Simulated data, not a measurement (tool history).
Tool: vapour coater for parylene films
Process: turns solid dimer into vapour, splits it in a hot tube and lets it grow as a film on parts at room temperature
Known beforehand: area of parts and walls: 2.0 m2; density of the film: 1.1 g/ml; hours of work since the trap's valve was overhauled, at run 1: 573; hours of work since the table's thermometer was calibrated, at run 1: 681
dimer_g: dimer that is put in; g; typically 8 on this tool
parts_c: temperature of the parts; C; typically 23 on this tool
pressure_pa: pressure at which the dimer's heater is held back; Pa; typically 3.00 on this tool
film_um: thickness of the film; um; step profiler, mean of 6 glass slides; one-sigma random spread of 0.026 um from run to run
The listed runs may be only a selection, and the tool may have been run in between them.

run	day	dimer_g	parts_c	pressure_pa	hours of work since the trap's valve was overhauled	hours of work since the table's thermometer was calibrated	film_um
1	0.000	8	23	3.00	573	681	2.54
2	1.075	8	23	3.00	593	701	2.48
3	2.200	8	23	3.00	614	722	2.50
4	2.925	8	23	3.00	628	736	2.48
# day 4.412: trap's valve overhauled
5	4.588	4	23	3.00	3	764	1.44
6	5.658	8	17	3.00	23	784	3.51
7	6.704	8	23	3.00	43	803	2.87
8	7.475	8	23	3.00	57	818	2.83
9	9.096	8	23	3.00	88	848	2.87
10	9.767	8	23	3.00	100	861	2.83
11	10.858	8	23	3.00	121	881	2.79
12	11.942	8	23	3.00	141	901	2.81
13	12.625	8	23	3.00	154	914	2.75
14	13.742	8	23	3.00	175	935	2.79
15	14.617	8	23	3.00	191	951	2.71
16	16.121	8	23	3.00	219	979	2.74
17	16.812	8	23	3.00	232	992	2.75
18	17.733	8	23	3.00	249	1010	2.69
19	18.533	8	29	3.00	264	1025	2.23
20	19.396	8	29	3.00	280	1041	2.23
21	20.075	7	23	3.00	293	1053	2.39
22	20.938	7	23	5.26	309	1069	2.29
23	21.654	7	23	5.26	322	1083	2.24
24	23.217	7	32	8.10	352	1112	1.69
25	24.183	7	32	8.10	370	1130	1.67
26	24.946	7	32	8.10	384	1144	1.63
27	26.375	4	17	6.98	411	1171	1.55
28	27.650	6	25	3.06	435	1195	1.84
29	28.846	9	30	8.59	457	1217	2.24
30	30.042	9	30	2.71	479	1240	2.30
31	31.617	5	23	8.80	509	1269	1.53
32	32.858	6	19	5.75	532	1293	2.05
33	34.346	4	23	2.52	560	1320	1.30
34	35.962	10	15	3.68	590	1351	3.88
35	37.421	12	18	4.63	617	1378	4.26
36	39.042	7	27	4.63	648	1408	1.90
# day 39.346: trap's valve overhauled
37	40.129	7	27	4.63	15	1425	2.18
38	41.233	5	23	3.60	35	1446	1.80
39	41.925	12	23	10.41	48	1459	3.97
40	42.721	12	23	10.41	63	1474	4.05
41	44.017	11	15	6.63	87	1498	4.76
42	45.158	13	30	6.76	109	1519	3.54
43	45.962	13	30	4.61	124	1534	3.59
44	47.225	12	23	2.10	147	1558	4.26
45	48.688	6	23	3.00	175	1585	2.08
46	49.362	6	23	3.00	187	1598	2.08

Consider 5 possible next runs. They are alternatives, not a sequence: every one starts from the tool as it was left by run 46. What does each give?
A	50.862	8	23	2.46	215	1626	?
B	50.862	8	23	3.16	215	1626	?
C	50.862	4	34	3.00	215	1626	?
D	50.862	4	16	3.00	215	1626	?
E	50.862	4	23	9.88	215	1626	?

run	film_um
A	2.79
B	2.70
C	0.96
D	1.69
E	1.30
Stripped of hidden state, with their random variation kept, the same runs would have yielded:
run	film_um
A	2.99
B	2.90
C	1.03
D	1.78
E	1.39
